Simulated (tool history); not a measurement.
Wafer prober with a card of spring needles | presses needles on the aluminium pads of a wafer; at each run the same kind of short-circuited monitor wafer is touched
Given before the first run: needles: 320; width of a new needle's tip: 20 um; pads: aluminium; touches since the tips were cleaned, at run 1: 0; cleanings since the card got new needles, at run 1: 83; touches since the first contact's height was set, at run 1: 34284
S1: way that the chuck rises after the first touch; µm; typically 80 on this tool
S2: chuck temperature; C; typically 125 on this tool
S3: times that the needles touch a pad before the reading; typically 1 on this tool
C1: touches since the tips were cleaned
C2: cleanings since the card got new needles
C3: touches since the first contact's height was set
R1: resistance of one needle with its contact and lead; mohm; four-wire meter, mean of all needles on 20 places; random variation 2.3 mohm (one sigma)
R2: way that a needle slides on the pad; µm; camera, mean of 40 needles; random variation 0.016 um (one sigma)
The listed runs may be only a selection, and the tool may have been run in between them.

{"run": 1, "day": 0.0, "S1": 80, "S2": 125, "S3": 1, "C1": 0, "C2": 83, "C3": 34284, "R1": 263, "R2": 20.52}
{"day": 1.5, "done": "tips cleaned on abrasive film"}
{"day": 2.896, "done": "tips cleaned on abrasive film"}
{"run": 2, "day": 3.512, "S1": 80, "S2": 125, "S3": 1, "C1": 3926, "C2": 85, "C3": 56645, "R1": 280, "R2": 20.43}
{"day": 4.475, "done": "tips cleaned on abrasive film"}
{"day": 5.942, "done": "tips cleaned on abrasive film"}
{"run": 3, "day": 6.567, "S1": 70, "S2": 125, "S3": 1, "C1": 3995, "C2": 87, "C3": 76108, "R1": 284, "R2": 17.84}
{"day": 7.388, "done": "tips cleaned on abrasive film"}
{"day": 8.808, "done": "tips cleaned on abrasive film"}
{"run": 4, "day": 9.479, "S1": 70, "S2": 125, "S3": 1, "C1": 4263, "C2": 89, "C3": 94633, "R1": 289, "R2": 17.83}
{"day": 10.262, "done": "tips cleaned on abrasive film"}
{"day": 11.621, "done": "tips cleaned on abrasive film"}
{"day": 12.979, "done": "tips cleaned on abrasive film"}
{"run": 5, "day": 13.342, "S1": 80, "S2": 118, "S3": 1, "C1": 2296, "C2": 92, "C3": 119214, "R1": 274, "R2": 20.34}
{"day": 14.346, "done": "tips cleaned on abrasive film"}
{"day": 14.358, "done": "height of the first contact set anew"}
{"run": 6, "day": 15.467, "S1": 80, "S2": 51, "S3": 1, "C1": 7074, "C2": 93, "C3": 7074, "R1": 269, "R2": 20.56}
{"day": 15.788, "done": "tips cleaned on abrasive film"}
{"day": 17.117, "done": "tips cleaned on abrasive film"}
{"run": 7, "day": 18.271, "S1": 80, "S2": 51, "S3": 1, "C1": 7383, "C2": 95, "C3": 24932, "R1": 272, "R2": 20.49}
{"day": 18.588, "done": "tips cleaned on abrasive film"}
{"day": 19.896, "done": "tips cleaned on abrasive film"}
{"day": 21.312, "done": "tips cleaned on abrasive film"}
{"run": 8, "day": 21.625, "S1": 80, "S2": 125, "S3": 1, "C1": 1993, "C2": 98, "C3": 46252, "R1": 272, "R2": 20.5}
{"day": 22.838, "done": "tips cleaned on abrasive film"}
{"day": 24.433, "done": "tips cleaned on abrasive film"}
{"day": 25.796, "done": "tips cleaned on abrasive film"}
{"run": 9, "day": 25.796, "S1": 80, "S2": 27, "S3": 1, "C1": 0, "C2": 101, "C3": 72808, "R1": 237, "R2": 20.45}
{"day": 27.292, "done": "tips cleaned on abrasive film"}
{"run": 10, "day": 27.808, "S1": 80, "S2": 27, "S3": 1, "C1": 3302, "C2": 102, "C3": 85620, "R1": 263, "R2": 20.43}
{"day": 28.592, "done": "tips cleaned on abrasive film"}
{"day": 30.142, "done": "tips cleaned on abrasive film"}
{"run": 11, "day": 30.629, "S1": 72, "S2": 125, "S3": 1, "C1": 3099, "C2": 104, "C3": 103584, "R1": 278, "R2": 18.35}
{"day": 31.45, "done": "tips cleaned on abrasive film"}
{"day": 32.958, "done": "tips cleaned on abrasive film"}
{"run": 12, "day": 33.138, "S1": 72, "S2": 125, "S3": 1, "C1": 1130, "C2": 106, "C3": 119534, "R1": 269, "R2": 18.35}
{"day": 34.3, "done": "tips cleaned on abrasive film"}
{"day": 34.312, "done": "height of the first contact set anew"}
{"day": 35.617, "done": "tips cleaned on abrasive film"}
{"run": 13, "day": 35.617, "S1": 91, "S2": 125, "S3": 1, "C1": 0, "C2": 108, "C3": 8291, "R1": 257, "R2": 23.36}
{"day": 36.917, "done": "tips cleaned on abrasive film"}
{"day": 38.292, "done": "tips cleaned on abrasive film"}
{"run": 14, "day": 38.496, "S1": 91, "S2": 125, "S3": 1, "C1": 1293, "C2": 110, "C3": 26615, "R1": 267, "R2": 23.34}
{"day": 39.779, "done": "tips cleaned on abrasive film"}
{"day": 41.15, "done": "tips cleaned on abrasive film"}
{"day": 42.475, "done": "tips cleaned on abrasive film"}
{"run": 15, "day": 42.475, "S1": 80, "S2": 125, "S3": 1, "C1": 0, "C2": 113, "C3": 51949, "R1": 262, "R2": 20.49}
{"day": 44.021, "done": "tips cleaned on abrasive film"}
{"run": 16, "day": 44.579, "S1": 80, "S2": 125, "S3": 2, "C1": 3564, "C2": 114, "C3": 65343, "R1": 267, "R2": 20.47}
{"day": 45.558, "done": "tips cleaned on abrasive film"}
{"day": 47.088, "done": "tips cleaned on abrasive film"}
{"run": 17, "day": 48.071, "S1": 80, "S2": 125, "S3": 2, "C1": 6275, "C2": 116, "C3": 87580, "R1": 272, "R2": 20.45}
{"day": 48.6, "done": "tips cleaned on abrasive film"}
{"day": 49.883, "done": "tips cleaned on abrasive film"}
{"day": 51.242, "done": "tips cleaned on abrasive film"}
{"run": 18, "day": 51.558, "S1": 80, "S2": 125, "S3": 2, "C1": 2010, "C2": 119, "C3": 109775, "R1": 271, "R2": 20.37}
{"day": 52.712, "done": "tips cleaned on abrasive film"}
{"day": 54.271, "done": "tips cleaned on abrasive film"}
{"day": 54.283, "done": "height of the first contact set anew"}
{"run": 19, "day": 54.625, "S1": 80, "S2": 43, "S3": 1, "C1": 2160, "C2": 121, "C3": 2160, "R1": 259, "R2": 20.53}
{"day": 55.788, "done": "tips cleaned on abrasive film"}
{"run": 20, "day": 56.6, "S1": 80, "S2": 48, "S3": 1, "C1": 5197, "C2": 122, "C3": 14755, "R1": 272, "R2": 20.51}
{"day": 57.175, "done": "tips cleaned on abrasive film"}
{"day": 58.542, "done": "tips cleaned on abrasive film"}
{"run": 21, "day": 59.046, "S1": 72, "S2": 48, "S3": 2, "C1": 3214, "C2": 124, "C3": 30312, "R1": 252, "R2": 18.46}
{"day": 59.842, "done": "tips cleaned on abrasive film"}
{"day": 61.342, "done": "tips cleaned on abrasive film"}
{"run": 22, "day": 62.242, "S1": 72, "S2": 48, "S3": 2, "C1": 5744, "C2": 126, "C3": 50647, "R1": 263, "R2": 18.43}
{"day": 62.783, "done": "tips cleaned on abrasive film"}
{"day": 64.092, "done": "tips cleaned on abrasive film"}
{"run": 23, "day": 65.167, "S1": 64, "S2": 125, "S3": 2, "C1": 6864, "C2": 128, "C3": 69282, "R1": 286, "R2": 16.33}
{"day": 65.429, "done": "tips cleaned on abrasive film"}
{"day": 67.025, "done": "tips cleaned on abrasive film"}
{"run": 24, "day": 67.717, "S1": 73, "S2": 125, "S3": 1, "C1": 4410, "C2": 130, "C3": 85506, "R1": 292, "R2": 18.64}
{"day": 68.438, "done": "tips cleaned on abrasive film"}
{"run": 25, "day": 69.654, "S1": 80, "S2": 120, "S3": 2, "C1": 7755, "C2": 131, "C3": 97845, "R1": 275, "R2": 20.41}
{"day": 69.975, "done": "tips cleaned on abrasive film"}
{"day": 71.35, "done": "tips cleaned on abrasive film"}
{"run": 26, "day": 72.238, "S1": 80, "S2": 120, "S3": 2, "C1": 5653, "C2": 133, "C3": 114280, "R1": 277, "R2": 20.4}
{"day": 72.725, "done": "tips cleaned on abrasive film"}
{"day": 74.05, "done": "tips cleaned on abrasive film"}
{"day": 74.062, "done": "height of the first contact set anew"}
{"day": 75.358, "done": "tips cleaned on abrasive film"}
{"run": 27, "day": 75.621, "S1": 100, "S2": 62, "S3": 2, "C1": 1654, "C2": 136, "C3": 9920, "R1": 248, "R2": 25.69}
{"day": 76.908, "done": "tips cleaned on abrasive film"}
{"day": 78.408, "done": "tips cleaned on abrasive film"}
{"run": 28, "day": 79.621, "S1": 74, "S2": 31, "S3": 2, "C1": 7738, "C2": 138, "C3": 35402, "R1": 262, "R2": 18.97}
{"day": 79.829, "done": "tips cleaned on abrasive film"}
{"day": 81.379, "done": "tips cleaned on abrasive film"}
{"day": 82.925, "done": "tips cleaned on abrasive film"}
{"run": 29, "day": 83.679, "S1": 89, "S2": 65, "S3": 2, "C1": 4824, "C2": 141, "C3": 61240, "R1": 253, "R2": 22.77}

Alternative continuations, all from the tool just after run 29; predict every row:
{"day": 84.321, "done": "tips cleaned on abrasive film"}
{"day": 85.671, "done": "tips cleaned on abrasive film"}
{"run": "A", "day": 86.317, "S1": 89, "S2": 65, "S3": 2, "C1": 4117, "C2": 143, "C3": 78021, "R1": "?", "R2": "?"}
{"day": 84.321, "done": "tips cleaned on abrasive film"}
{"day": 85.671, "done": "tips cleaned on abrasive film"}
{"run": "B", "day": 86.317, "S1": 80, "S2": 36, "S3": 1, "C1": 4117, "C2": 143, "C3": 78021, "R1": "?", "R2": "?"}
{"day": 84.321, "done": "tips cleaned on abrasive film"}
{"day": 85.671, "done": "tips cleaned on abrasive film"}
{"run": "C", "day": 86.317, "S1": 80, "S2": 35, "S3": 1, "C1": 4117, "C2": 143, "C3": 78021, "R1": "?", "R2": "?"}
{"day": 84.321, "done": "tips cleaned on abrasive film"}
{"day": 85.671, "done": "tips cleaned on abrasive film"}
{"run": "D", "day": 86.317, "S1": 99, "S2": 65, "S3": 2, "C1": 4117, "C2": 143, "C3": 78021, "R1": "?", "R2": "?"}

run=A R1=252 R2=22.72
run=B R1=260 R2=20.39
run=C R1=264 R2=20.43
run=D R1=252 R2=25.29
With the hidden condition removed and each run's random variation left untouched, the same runs would have given:
run=A R1=238 R2=22.85
run=B R1=232 R2=20.52
run=C R1=236 R2=20.56
run=D R1=241 R2=25.42

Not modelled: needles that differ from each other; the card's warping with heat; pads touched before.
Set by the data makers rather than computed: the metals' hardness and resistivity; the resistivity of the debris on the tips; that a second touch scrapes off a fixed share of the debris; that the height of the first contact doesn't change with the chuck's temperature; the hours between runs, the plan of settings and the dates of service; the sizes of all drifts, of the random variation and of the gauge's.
